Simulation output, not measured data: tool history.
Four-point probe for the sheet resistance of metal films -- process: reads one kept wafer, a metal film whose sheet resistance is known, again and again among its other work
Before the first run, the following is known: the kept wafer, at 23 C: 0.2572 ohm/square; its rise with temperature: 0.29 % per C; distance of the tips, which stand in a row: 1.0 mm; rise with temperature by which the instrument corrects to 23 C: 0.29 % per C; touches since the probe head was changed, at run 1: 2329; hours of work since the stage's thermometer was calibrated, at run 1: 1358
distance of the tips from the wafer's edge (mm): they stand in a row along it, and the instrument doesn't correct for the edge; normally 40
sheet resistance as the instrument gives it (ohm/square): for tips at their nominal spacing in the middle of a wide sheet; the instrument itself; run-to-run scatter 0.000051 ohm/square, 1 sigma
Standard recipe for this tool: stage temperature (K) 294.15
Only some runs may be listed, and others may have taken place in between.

| run | hour | stage temperature (K) | distance of the tips from the wafer's edge (mm) | touches since the probe head was changed | hours of work since the stage's thermometer was calibrated | sheet resistance as the instrument gives it (ohm/square) |
|---|---|---|---|---|---|---|
| 1 | 0 | 294.15 | 40 | 2329 | 1358 | 0.257943 |
| 2 | 61.8 | 307.15 | 40 | 5865 | 1400 | 0.25796 |
| 3 | 129.1 | 307.15 | 40 | 9711 | 1446 | 0.258309 |
| 4 | 199.6 | 307.15 | 40 | 13742 | 1494 | 0.258372 |
| 5 | 262.2 | 294.15 | 40 | 17317 | 1536 | 0.258585 |
| 6 | 328.6 | 294.15 | 40 | 21118 | 1582 | 0.258716 |
| 7 | 387.8 | 294.15 | 40 | 24503 | 1622 | 0.258949 |
| 8 | 423.3 | 294.15 | 40 | 26532 | 1646 | 0.259068 |
| 9 | 463.2 | 294.15 | 40 | 28810 | 1673 | 0.259099 |
| 10 | 526.8 | 294.15 | 40 | 32446 | 1717 | 0.259242 |
| 11 | 588 | 294.15 | 40 | 35946 | 1758 | 0.259435 |
| 12 | 628.1 | 294.15 | 40 | 38242 | 1786 | 0.259455 |
| 13 | 690.5 | 294.15 | 40 | 41808 | 1828 | 0.259781 |
| 14 | 760.8 | 294.15 | 40 | 45828 | 1876 | 0.259916 |
| 15 | 819.6 | 294.15 | 40 | 49188 | 1916 | 0.260104 |
| 16 | 888.7 | 294.15 | 3 | 53139 | 1963 | 0.274857 |
| 17 | 930.5 | 294.15 | 16 | 55529 | 1992 | 0.260791 |
| 18 | 972.9 | 294.15 | 16 | 57954 | 2020 | 0.260951 |
|  | 982.5 | stage's thermometer calibrated |
| 19 | 1039.8 | 293.15 | 40 | 61750 | 39 | 0.260035 |
| 20 | 1088.8 | 294.15 | 40 | 64550 | 72 | 0.260191 |
| 21 | 1128.6 | 294.15 | 40 | 66824 | 99 | 0.260142 |
| 22 | 1165.2 | 291.15 | 10 | 68922 | 124 | 0.261689 |
| 23 | 1200.7 | 293.15 | 53 | 70951 | 149 | 0.260461 |
| 24 | 1244.1 | 293.15 | 53 | 73431 | 178 | 0.26049 |
| 25 | 1306.5 | 305.15 | 33 | 76998 | 221 | 0.260754 |
| 26 | 1341.8 | 305.15 | 33 | 79018 | 245 | 0.26082 |
| 27 | 1391.9 | 296.15 | 25 | 81878 | 279 | 0.261084 |
| 28 | 1429.4 | 306.15 | 4 | 84026 | 304 | 0.269334 |
| 29 | 1458.7 | 293.15 | 50 | 85698 | 324 | 0.261116 |
| 30 | 1524.5 | 299.15 | 69 | 89463 | 369 | 0.261226 |
| 31 | 1560.9 | 299.15 | 69 | 91543 | 394 | 0.261362 |
|  | 1578.3 | new probe head fitted |
| 32 | 1594.4 | 305.15 | 22 | 919 | 416 | 0.257829 |
| 33 | 1663.4 | 305.15 | 22 | 4870 | 463 | 0.258085 |
| 34 | 1697.1 | 296.15 | 40 | 6796 | 486 | 0.257961 |
| 35 | 1733.1 | 306.15 | 31 | 8855 | 510 | 0.258095 |
| 36 | 1785.6 | 301.15 | 7 | 11856 | 546 | 0.260918 |
| 37 | 1827.4 | 296.15 | 5 | 14245 | 575 | 0.263715 |
| 38 | 1863.7 | 302.15 | 5 | 16318 | 599 | 0.263715 |
| 39 | 1892.9 | 307.15 | 32 | 17988 | 619 | 0.258584 |
| 40 | 1964.3 | 307.15 | 32 | 22072 | 668 | 0.258656 |
| 41 | 2023.4 | 297.15 | 5 | 25449 | 708 | 0.264133 |

4 options for the next run, each taken on its own from the tool as it stands now. Forecast them:
| A | 2092 | 300.15 | 24 | 29371 | 755 | ? |
| B | 2092 | 294.15 | 45 | 29371 | 755 | ? |
| C | 2092 | 293.15 | 8 | 29371 | 755 | ? |
| D | 2092 | 298.15 | 5 | 29371 | 755 | ? |

| run | sheet resistance as the instrument gives it (ohm/square) |
|---|---|
| A | 0.259133 |
| B | 0.258895 |
| C | 0.261124 |
| D | 0.264423 |
Without the tool's unlogged condition, the same runs would have read:
| run | sheet resistance as the instrument gives it (ohm/square) |
|---|---|
| A | 0.257421 |
| B | 0.257181 |
| C | 0.259396 |
| D | 0.262677 |
